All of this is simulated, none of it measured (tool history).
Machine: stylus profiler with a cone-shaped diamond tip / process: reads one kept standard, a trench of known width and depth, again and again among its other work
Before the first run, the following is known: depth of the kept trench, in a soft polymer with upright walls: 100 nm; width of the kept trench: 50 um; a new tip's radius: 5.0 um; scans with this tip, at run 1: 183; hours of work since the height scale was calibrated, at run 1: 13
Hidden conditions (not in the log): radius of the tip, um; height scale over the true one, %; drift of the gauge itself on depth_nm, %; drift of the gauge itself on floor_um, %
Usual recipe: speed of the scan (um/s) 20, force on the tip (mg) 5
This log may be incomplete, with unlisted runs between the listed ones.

run	hour	speed of the scan (um/s)	force on the tip (mg)	scans with this tip	hours of work since the height scale was calibrated	depth of the trench (Å)	width of the trench's floor (µm)
1	0	20	5	183	13	1013	47.97
2	23.6	20	5	351	24	1012.9	47.92
3	69.4	20	5	679	47	1013.3	47.99
4	96.5	20	5	872	60	1012.9	47.93
5	134.4	20	5	1142	79	1012.9	47.93
6	174.2	20	5	1427	99	1012.5	47.88
7	205.6	20	1.71	1651	114	1005.9	47.82
8	249	20	1.71	1961	136	1006.1	47.85
9	274.4	20	1.71	2142	148	1005.8	47.8
# hour 277.2: height scale calibrated on a step standard
10	301.2	20	1.71	2330	12	1005.8	47.82
11	329.3	20	1.71	2531	26	1005.9	47.85
12	361.8	6	6.48	2764	42	1015	47.84
# hour 401.8: height scale calibrated on a step standard, once more
13	403.7	20	7.27	3059	1	1016.6	47.82
14	437.5	52	5	3300	18	1012.6	47.73
15	481.9	54	7.81	3618	40	1017.4	47.67
16	511	54	7.81	3825	54	1017.1	47.67
17	551.4	16	9.79	4114	74	1020.1	47.76
18	588.5	16	9.79	4379	92	1020.5	47.67
19	622.8	10	2.7	4624	109	1008.2	47.71
20	654	10	2.7	4846	125	1007.8	47.71
21	702.4	12	2.98	5192	148	1009	47.66
22	729.5	13	13.93	5386	162	1025.4	47.67

Here are 5 independent what-if runs from the current tool condition. What would each one return?
A	765.1	78	7.69	5640	179	?	?
B	765.1	31	8.14	5640	179	?	?
C	765.1	9	13.93	5640	179	?	?
D	765.1	24	5	5640	179	?	?
E	765.1	13	4.8	5640	179	?	?

run	depth of the trench (Å)	width of the trench's floor (µm)
A	1016.7	47.55
B	1017.4	47.66
C	1025.3	47.73
D	1012.4	47.61
E	1012.4	47.69
With no hidden state in the tool, these same runs would have given:
run	depth of the trench (Å)	width of the trench's floor (µm)
A	1017.2	47.88
B	1017.8	47.99
C	1025.8	48.07
D	1012.8	47.95
E	1012.9	48.03
